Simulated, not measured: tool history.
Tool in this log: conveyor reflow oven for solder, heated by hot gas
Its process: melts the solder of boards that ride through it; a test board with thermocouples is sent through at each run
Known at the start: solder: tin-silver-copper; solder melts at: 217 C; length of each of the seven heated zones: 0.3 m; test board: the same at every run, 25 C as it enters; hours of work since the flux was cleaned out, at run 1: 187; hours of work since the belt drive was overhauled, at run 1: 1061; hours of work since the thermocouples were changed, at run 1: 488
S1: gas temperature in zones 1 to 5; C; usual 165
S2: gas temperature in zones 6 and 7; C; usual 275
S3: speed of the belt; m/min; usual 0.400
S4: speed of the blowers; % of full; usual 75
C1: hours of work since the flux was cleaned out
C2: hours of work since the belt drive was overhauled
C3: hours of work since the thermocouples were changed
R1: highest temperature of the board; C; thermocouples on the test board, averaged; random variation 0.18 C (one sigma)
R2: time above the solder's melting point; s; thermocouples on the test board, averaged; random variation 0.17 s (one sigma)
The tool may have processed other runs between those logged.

run,hour,S1,S2,S3,S4,C1,C2,C3,R1,R2
1,0.0,165,275,0.400,75,187,1061,488,263.6,74.3
2,46.6,165,275,0.400,75,223,1098,525,263.4,74.2
3,68.6,165,277,0.400,75,241,1115,542,264.8,75.2
4,110.5,165,287,0.400,75,274,1148,575,274.1,80.1
# hour 122.4: flux residue cleaned out of gas plates and filters
5,139.7,165,283,0.400,75,14,1167,594,270.4,78.0
6,172.5,165,283,0.400,75,39,1193,620,270.3,78.2
7,203.9,165,283,0.400,75,64,1218,644,270.5,78.1
# hour 230.6: belt drive overhauled, speed set with a stopwatch
8,241.1,165,270,0.400,75,90,8,670,257.7,68.5
9,278.6,161,275,0.429,65,120,38,700,257.0,61.5
10,321.0,165,275,0.400,75,153,71,733,261.6,71.3

Expected results for the next run?
11,352.2,157,275,0.471,75,178,96,758,?,?

R1: 253.9 C
R2: 51.9 s
Take away the tool's hidden state, keep the run-to-run variation as it was, and the same run would have given R1 256.3 C, R2 54.5 s.
